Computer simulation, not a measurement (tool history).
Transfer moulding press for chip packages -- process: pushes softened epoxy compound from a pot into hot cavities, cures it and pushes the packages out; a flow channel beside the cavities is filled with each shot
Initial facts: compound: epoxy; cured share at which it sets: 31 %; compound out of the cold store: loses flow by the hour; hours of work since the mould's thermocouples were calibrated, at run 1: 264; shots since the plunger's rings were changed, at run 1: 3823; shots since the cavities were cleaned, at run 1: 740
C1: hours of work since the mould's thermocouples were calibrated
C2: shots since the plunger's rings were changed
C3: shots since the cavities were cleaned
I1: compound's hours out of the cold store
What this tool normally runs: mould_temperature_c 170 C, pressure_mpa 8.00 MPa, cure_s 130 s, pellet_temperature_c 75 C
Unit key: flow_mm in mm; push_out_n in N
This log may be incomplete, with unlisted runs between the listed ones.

{"run": 1, "day": 0.0, "mould_temperature_c": 170, "pressure_mpa": 8.0, "cure_s": 130, "pellet_temperature_c": 75, "C1": 264, "C2": 3823, "C3": 740, "I1": 45.1, "flow_mm": 557, "push_out_n": 716}
{"run": 2, "day": 1.746, "mould_temperature_c": 170, "pressure_mpa": 8.0, "cure_s": 130, "pellet_temperature_c": 75, "C1": 282, "C2": 4074, "C3": 991, "I1": 11.8, "flow_mm": 677, "push_out_n": 787}
{"day": 2.138, "done": "cavities cleaned with cleaning compound and waxed"}
{"run": 3, "day": 4.696, "mould_temperature_c": 170, "pressure_mpa": 8.0, "cure_s": 130, "pellet_temperature_c": 68, "C1": 313, "C2": 4490, "C3": 368, "I1": 41.1, "flow_mm": 559, "push_out_n": 596}
{"run": 4, "day": 8.058, "mould_temperature_c": 170, "pressure_mpa": 8.83, "cure_s": 130, "pellet_temperature_c": 75, "C1": 349, "C2": 4973, "C3": 851, "I1": 20.0, "flow_mm": 671, "push_out_n": 762}
{"day": 9.542, "done": "cavities cleaned with cleaning compound and waxed"}
{"run": 5, "day": 11.846, "mould_temperature_c": 170, "pressure_mpa": 8.0, "cure_s": 130, "pellet_temperature_c": 75, "C1": 389, "C2": 5509, "C3": 331, "I1": 31.4, "flow_mm": 589, "push_out_n": 584}
{"run": 6, "day": 14.083, "mould_temperature_c": 170, "pressure_mpa": 8.0, "cure_s": 130, "pellet_temperature_c": 75, "C1": 412, "C2": 5831, "C3": 653, "I1": 12.9, "flow_mm": 661, "push_out_n": 722}
{"day": 16.946, "done": "cavities cleaned with cleaning compound and waxed"}
{"run": 7, "day": 16.946, "mould_temperature_c": 170, "pressure_mpa": 8.0, "cure_s": 163, "pellet_temperature_c": 75, "C1": 442, "C2": 6234, "C3": 0, "I1": 16.8, "flow_mm": 640, "push_out_n": 404}
{"run": 8, "day": 19.275, "mould_temperature_c": 170, "pressure_mpa": 8.0, "cure_s": 130, "pellet_temperature_c": 72, "C1": 467, "C2": 6569, "C3": 335, "I1": 10.9, "flow_mm": 658, "push_out_n": 612}
{"day": 20.021, "done": "plunger's sealing rings changed"}
{"run": 9, "day": 21.504, "mould_temperature_c": 170, "pressure_mpa": 8.0, "cure_s": 130, "pellet_temperature_c": 72, "C1": 490, "C2": 214, "C3": 641, "I1": 16.4, "flow_mm": 693, "push_out_n": 697}
{"run": 10, "day": 23.142, "mould_temperature_c": 170, "pressure_mpa": 8.0, "cure_s": 130, "pellet_temperature_c": 75, "C1": 507, "C2": 449, "C3": 876, "I1": 40.3, "flow_mm": 601, "push_out_n": 744}
{"day": 23.567, "done": "mould's thermocouples calibrated"}
{"day": 24.421, "done": "cavities cleaned with cleaning compound and waxed"}
{"run": 11, "day": 25.258, "mould_temperature_c": 164, "pressure_mpa": 8.0, "cure_s": 130, "pellet_temperature_c": 75, "C1": 17, "C2": 732, "C3": 120, "I1": 32.6, "flow_mm": 650, "push_out_n": 617}
{"run": 12, "day": 28.525, "mould_temperature_c": 164, "pressure_mpa": 8.0, "cure_s": 130, "pellet_temperature_c": 75, "C1": 52, "C2": 1202, "C3": 590, "I1": 46.1, "flow_mm": 598, "push_out_n": 795}
{"run": 13, "day": 30.542, "mould_temperature_c": 164, "pressure_mpa": 8.0, "cure_s": 130, "pellet_temperature_c": 75, "C1": 74, "C2": 1492, "C3": 880, "I1": 15.3, "flow_mm": 713, "push_out_n": 992}
{"day": 31.979, "done": "cavities cleaned with cleaning compound and waxed"}
{"run": 14, "day": 33.679, "mould_temperature_c": 164, "pressure_mpa": 8.0, "cure_s": 130, "pellet_temperature_c": 75, "C1": 106, "C2": 1935, "C3": 245, "I1": 29.6, "flow_mm": 646, "push_out_n": 710}
{"run": 15, "day": 37.512, "mould_temperature_c": 171, "pressure_mpa": 8.0, "cure_s": 130, "pellet_temperature_c": 75, "C1": 147, "C2": 2486, "C3": 796, "I1": 12.0, "flow_mm": 679, "push_out_n": 694}
{"day": 39.304, "done": "cavities cleaned with cleaning compound and waxed"}
{"run": 16, "day": 39.521, "mould_temperature_c": 171, "pressure_mpa": 8.0, "cure_s": 130, "pellet_temperature_c": 75, "C1": 168, "C2": 2766, "C3": 31, "I1": 14.8, "flow_mm": 669, "push_out_n": 428}
{"run": 17, "day": 42.358, "mould_temperature_c": 171, "pressure_mpa": 8.0, "cure_s": 110, "pellet_temperature_c": 68, "C1": 198, "C2": 3174, "C3": 439, "I1": 28.9, "flow_mm": 618, "push_out_n": 672}

Expected results for the next run?
{"day": 44.367, "done": "mould's thermocouples calibrated, once more"}
{"run": 18, "day": 44.5, "mould_temperature_c": 171, "pressure_mpa": 8.0, "cure_s": 110, "pellet_temperature_c": 68, "C1": 1, "C2": 3470, "C3": 735, "I1": 14.0, "flow_mm": "?", "push_out_n": "?"}

Run 18 produced flow_mm 667 mm, push_out_n 874 N.
Were there no unlogged condition in the tool, this run, its random variation unchanged, would have produced flow_mm 699 mm, push_out_n 548 N.
